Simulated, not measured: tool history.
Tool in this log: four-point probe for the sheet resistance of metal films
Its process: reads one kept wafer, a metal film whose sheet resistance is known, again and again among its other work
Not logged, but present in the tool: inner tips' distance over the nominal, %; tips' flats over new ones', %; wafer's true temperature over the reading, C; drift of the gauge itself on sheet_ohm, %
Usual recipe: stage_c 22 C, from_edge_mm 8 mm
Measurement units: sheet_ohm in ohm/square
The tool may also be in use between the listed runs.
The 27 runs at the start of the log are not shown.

run,hour,stage_c,from_edge_mm,touches since the probe head was changed,hours of work since the stage's thermometer was calibrated,sheet_ohm
28,437.0,21,20,20721,1739,0.052857
29,453.3,18,6,21046,1749,0.053216
30,474.7,23,8,21474,1761,0.052833
31,496.5,34,11,21911,1773,0.052191
32,510.1,29,15,22182,1781,0.052428
33,526.0,29,4,22500,1790,0.052833
34,543.2,28,12,22845,1800,0.052516
35,562.6,34,4,23233,1811,0.052580
36,579.9,34,4,23579,1820,0.052584
37,589.6,34,4,23774,1826,0.052577
38,599.6,34,4,23974,1832,0.052580
39,610.5,34,4,24193,1838,0.052561
40,623.5,26,3,24452,1845,0.053336
41,635.2,26,3,24686,1852,0.053330
42,647.2,24,6,24926,1859,0.052862
43,667.3,24,6,25328,1870,0.052847

Forecast each of these 3 alternatives for the next run:
A,684.2,20,6,25666,1880,?
B,684.2,33,9,25666,1880,?
C,684.2,24,25,25666,1880,?

run,sheet_ohm
A,0.053068
B,0.052263
C,0.052685
With no hidden state in the tool, these same runs would have given:
run,sheet_ohm
A,0.053460
B,0.052646
C,0.053073
